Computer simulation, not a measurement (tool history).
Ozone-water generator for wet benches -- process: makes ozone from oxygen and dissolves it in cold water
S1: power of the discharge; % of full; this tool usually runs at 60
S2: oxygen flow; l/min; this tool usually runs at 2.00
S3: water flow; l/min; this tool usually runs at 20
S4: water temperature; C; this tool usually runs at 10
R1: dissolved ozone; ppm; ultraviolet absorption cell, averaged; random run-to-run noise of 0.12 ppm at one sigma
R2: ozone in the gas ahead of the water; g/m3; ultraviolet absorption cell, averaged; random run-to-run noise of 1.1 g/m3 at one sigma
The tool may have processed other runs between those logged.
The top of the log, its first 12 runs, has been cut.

Run 13, hour 591.1: usual settings but S2 3.46 l/min. Result: R1 11.7 ppm, R2 133.7 g/m3.
At hour 600.9: contactor cleaned.
Run 14, hour 650.8: usual settings but S2 3.46 l/min. Result: R1 11.5 ppm, R2 132.4 g/m3.
Run 15, hour 702.2: usual settings but S2 3.46 l/min. Result: R1 11.4 ppm, R2 132.3 g/m3.
Run 16, hour 765.6: usual settings but S2 3.46 l/min. Result: R1 11.4 ppm, R2 131.5 g/m3.
Run 17, hour 814.7: usual settings but S2 3.46 l/min. Result: R1 11.5 ppm, R2 131.4 g/m3.
At hour 872.6: contactor cleaned, once more.
Run 18, hour 881.7: usual settings but S1 74 % of full, S2 1.82 l/min, S3 25 l/min. Result: R1 9.5 ppm, R2 227.9 g/m3.
Run 19, hour 945.5: usual settings but S3 25 l/min, S4 12 C. Result: R1 8.3 ppm, R2 181.8 g/m3.
Run 20, hour 1011.8: usual settings but S3 25 l/min, S4 12 C. Result: R1 8.2 ppm, R2 181.3 g/m3.
Run 21, hour 1062.5: usual settings but S3 25 l/min, S4 12 C. Result: R1 8.1 ppm, R2 181.1 g/m3.
Run 22, hour 1095.4: usual settings but S1 89 % of full, S3 25 l/min, S4 8 C. Result: R1 11.9 ppm, R2 253.9 g/m3.
Run 23, hour 1129.1: usual settings but S1 49 % of full, S3 13 l/min. Result: R1 14.1 ppm, R2 153.5 g/m3.
Run 24, hour 1194.7: usual settings but S1 49 % of full, S2 2.31 l/min, S3 13 l/min. Result: R1 14.2 ppm, R2 140.5 g/m3.
Run 25, hour 1253.6: usual settings but S2 1.13 l/min, S4 13 C. Result: R1 8.9 ppm, R2 252.0 g/m3.
Run 26, hour 1317.6: usual settings but S1 62 % of full, S2 2.43 l/min, S3 23 l/min, S4 16 C. Result: R1 9.3 ppm, R2 165.5 g/m3.
Run 27, hour 1358.4: usual settings but S1 62 % of full, S2 2.43 l/min, S3 23 l/min, S4 16 C. Result: R1 9.1 ppm, R2 163.8 g/m3.
Run 28, hour 1389.9: usual settings but S1 54 % of full, S2 1.13 l/min, S3 27 l/min, S4 16 C. Result: R1 5.7 ppm, R2 229.6 g/m3.
Run 29, hour 1431.4: usual settings but S2 1.70 l/min, S3 16 l/min. Result: R1 12.9 ppm, R2 198.2 g/m3.
Run 30, hour 1476.6: usual settings but S2 1.70 l/min, S3 16 l/min. Result: R1 13.1 ppm, R2 198.2 g/m3.
Run 31, hour 1521.5: usual settings but S2 1.70 l/min, S3 18 l/min, S4 9 C. Result: R1 11.5 ppm, R2 198.7 g/m3.

Forecast run 32:
Run 32, hour 1575.1: usual settings but S3 14 l/min, S4 7 C. Result: R1 ?, R2 ?.

R1: 15.8 ppm
R2: 180.7 g/m3
Take away the tool's hidden state, keep the run-to-run variation as it was, and the same run would have given R1 16.4 ppm, R2 185.8 g/m3.
